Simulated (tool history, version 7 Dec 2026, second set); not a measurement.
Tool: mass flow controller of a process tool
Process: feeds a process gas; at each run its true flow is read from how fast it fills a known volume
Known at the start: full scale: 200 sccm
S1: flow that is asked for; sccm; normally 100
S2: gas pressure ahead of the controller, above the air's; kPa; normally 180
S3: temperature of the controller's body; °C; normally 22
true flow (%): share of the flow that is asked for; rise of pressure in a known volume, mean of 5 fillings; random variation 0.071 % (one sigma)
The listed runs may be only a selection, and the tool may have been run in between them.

Run 1, hour 0.0: usual settings. Result: true flow (%) 100.25.
Run 2, hour 104.8: usual settings but S1 39 sccm. Result: true flow (%) 101.41.
Run 3, hour 310.2: usual settings but S1 39 sccm. Result: true flow (%) 101.33.
Run 4, hour 468.5: usual settings but S1 39 sccm. Result: true flow (%) 101.60.
Run 5, hour 706.0: usual settings but S1 39 sccm, S3 35 °C. Result: true flow (%) 99.99.
Run 6, hour 876.1: usual settings. Result: true flow (%) 100.36.
Run 7, hour 1026.0: usual settings but S3 28 °C. Result: true flow (%) 99.53.
Run 8, hour 1240.3: usual settings. Result: true flow (%) 100.23.
Run 9, hour 1412.2: usual settings. Result: true flow (%) 100.28.
Run 10, hour 1520.2: usual settings but S1 32 sccm. Result: true flow (%) 102.51.
Run 11, hour 1724.0: usual settings but S1 32 sccm. Result: true flow (%) 102.61.
Run 12, hour 1823.9: usual settings but S1 32 sccm. Result: true flow (%) 102.72.
Run 13, hour 1982.1: usual settings but S1 32 sccm. Result: true flow (%) 102.69.
Run 14, hour 2078.0: usual settings but S3 32 °C. Result: true flow (%) 99.17.
Run 15, hour 2238.5: usual settings but S3 32 °C. Result: true flow (%) 99.12.
Run 16, hour 2421.2: usual settings but S3 32 °C. Result: true flow (%) 99.10.
Run 17, hour 2626.4: usual settings but S3 32 °C. Result: true flow (%) 99.10.
Run 18, hour 2813.2: usual settings but S3 28 °C. Result: true flow (%) 99.75.
Run 19, hour 3043.1: usual settings. Result: true flow (%) 100.42.
Run 20, hour 3236.7: usual settings but S2 248 kPa. Result: true flow (%) 100.16.
Run 21, hour 3364.2: usual settings. Result: true flow (%) 100.27.
Run 22, hour 3576.7: usual settings. Result: true flow (%) 100.17.
Run 23, hour 3729.9: usual settings but S2 273 kPa. Result: true flow (%) 99.97.
Run 24, hour 3919.6: usual settings but S2 273 kPa. Result: true flow (%) 100.18.
Run 25, hour 4103.0: usual settings but S1 28 sccm, S2 211 kPa, S3 21 °C. Result: true flow (%) 104.58.
Run 26, hour 4305.8: usual settings but S1 37 sccm, S2 147 kPa. Result: true flow (%) 103.21.
Run 27, hour 4404.1: usual settings but S1 197 sccm, S2 152 kPa, S3 26 °C. Result: true flow (%) 99.37.
Run 28, hour 4588.0: usual settings but S1 57 sccm, S3 38 °C. Result: true flow (%) 99.70.
Run 29, hour 4793.3: usual settings but S1 83 sccm, S3 38 °C. Result: true flow (%) 98.77.
Run 30, hour 4910.1: usual settings but S1 29 sccm, S3 20 °C. Result: true flow (%) 105.13.
At hour 5081.8: controller's zero set anew.
Run 31, hour 5081.8: usual settings but S1 83 sccm, S3 24 °C. Result: true flow (%) 98.31.
Run 32, hour 5246.3: usual settings but S1 83 sccm, S3 24 °C. Result: true flow (%) 98.23.
Run 33, hour 5467.4: usual settings but S1 98 sccm, S2 263 kPa, S3 32 °C. Result: true flow (%) 97.14.
Run 34, hour 5596.4: usual settings but S1 98 sccm, S2 263 kPa, S3 32 °C. Result: true flow (%) 97.08.
Run 35, hour 5727.0: usual settings but S1 98 sccm, S2 177 kPa, S3 32 °C. Result: true flow (%) 97.35.
Run 36, hour 5835.7: usual settings but S2 169 kPa, S3 28 °C. Result: true flow (%) 97.80.
Run 37, hour 6022.1: usual settings but S1 32 sccm, S2 169 kPa, S3 21 °C. Result: true flow (%) 98.99.
Run 38, hour 6154.0: usual settings but S2 236 kPa. Result: true flow (%) 98.34.
Run 39, hour 6363.6: usual settings but S2 236 kPa. Result: true flow (%) 98.40.
Run 40, hour 6466.1: usual settings but S2 236 kPa. Result: true flow (%) 98.46.
Run 41, hour 6659.6: usual settings but S2 236 kPa. Result: true flow (%) 98.36.

Expected results for the next run?
Run 42, hour 6823.1: usual settings but S2 236 kPa. Result: true flow (%) ?.

true flow (%): 98.43
Minus the tool's unlogged condition, the same run would have read true flow (%) 99.97.

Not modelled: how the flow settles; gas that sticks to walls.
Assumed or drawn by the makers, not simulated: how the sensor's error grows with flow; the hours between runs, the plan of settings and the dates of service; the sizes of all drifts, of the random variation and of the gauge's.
